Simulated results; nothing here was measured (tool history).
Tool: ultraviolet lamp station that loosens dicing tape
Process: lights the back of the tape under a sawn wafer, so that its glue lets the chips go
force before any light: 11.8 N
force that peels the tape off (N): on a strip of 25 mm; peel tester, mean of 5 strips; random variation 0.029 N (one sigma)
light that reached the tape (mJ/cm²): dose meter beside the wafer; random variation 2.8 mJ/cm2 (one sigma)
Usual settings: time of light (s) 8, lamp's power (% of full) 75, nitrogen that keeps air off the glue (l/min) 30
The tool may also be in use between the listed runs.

run    day  time of light (s)  lamp's power (% of full)  nitrogen that keeps air off the glue (l/min)  force that peels the tape off (N)  light that reached the tape (mJ/cm²)
  1  0.000                  8                        75                                            30                              1.618                                   366
  2  0.171                  8                        75                                            30                              1.636                                   366
  3  0.396                  8                        82                                            30                              1.352                                   396
  4  0.742                  8                        82                                            30                              1.368                                   399
  5  1.038                  8                        75                                            30                              1.617                                   356
  6  1.204                  8                        78                                            30                              1.590                                   375
  7  1.550                  8                        78                                            30                              1.567                                   376
  8  1.808                  8                        78                                            30                              1.497                                   374
  9  2.092                  8                        78                                            30                              1.559                                   374
 10  2.471                  8                        78                                            30                              1.629                                   373
 11  2.779                  8                        75                                            30                              1.673                                   359
 12  3.129                 12                        75                                            30                              0.688                                   536
 13  3.467                 12                        75                                            30                              0.702                                   529
 14  3.779                 12                        75                                            30                              0.751                                   527
 15  4.067                 12                        75                                            30                              0.736                                   521
 16  4.250                  8                        75                                            30                              1.731                                   349
 17  4.633                  8                        60                                            30                              2.585                                   280
 18  4.971                  8                        75                                            30                              1.770                                   349
 19  5.154                  8                        75                                            30                              1.817                                   352
 20  5.408                  7                        84                                            60                              1.097                                   359
 21  5.712                  6                        75                                            16                              3.575                                   275
 22  6.025                 14                        75                                            21                              0.575                                   643
 23  6.367                  9                        92                                            30                              0.793                                   502
 24  6.638                  9                        92                                            30                              0.794                                   503
 25  6.908                  9                        92                                            30                              0.827                                   504
 26  7.242                  9                        92                                            30                              0.828                                   503
 27  7.575                  9                        92                                            30                              0.804                                   508
 28  7.917                  9                        92                                            30                              0.825                                   503
 29  8.121                  9                        92                                            30                              0.803                                   501
 30  8.329                  9                        92                                            30                              0.832                                   493
 31  8.608                  9                        92                                            30                              0.830                                   504
 32  8.792                  5                        88                                            57                              2.093                                   265
 33  9.046                  5                        88                                            57                              2.012                                   262
 34  9.308                  5                        88                                            57                              2.069                                   264
 35  9.562                 12                        91                                            59                              0.218                                   652

Not shown: 2 entries that the log had between the listed runs. Between which runs, and how does the tool's hidden state differ before and after?
Between runs 12 and 13: window cleaned of glue's vapour (day 3.167)
  lamp's light, % of a new lamp's: 94.4 -> 94.3; light that the window lets through, % of a clean one's: 96.4 -> 94.7
  measured less the result without the state, force that peels the tape off (N): +0.152 -> +0.181; light that reached the tape (mJ/cm²): -53 -> -63
Between runs 19 and 20: window cleaned of glue's vapour, once more (day 5.196)
  lamp's light, % of a new lamp's: 93.8 -> 93.7; light that the window lets through, % of a clean one's: 94.5 -> 99.7
  measured less the result without the state, force that peels the tape off (N): +0.381 -> +0.159; light that reached the tape (mJ/cm²): -45 -> -26

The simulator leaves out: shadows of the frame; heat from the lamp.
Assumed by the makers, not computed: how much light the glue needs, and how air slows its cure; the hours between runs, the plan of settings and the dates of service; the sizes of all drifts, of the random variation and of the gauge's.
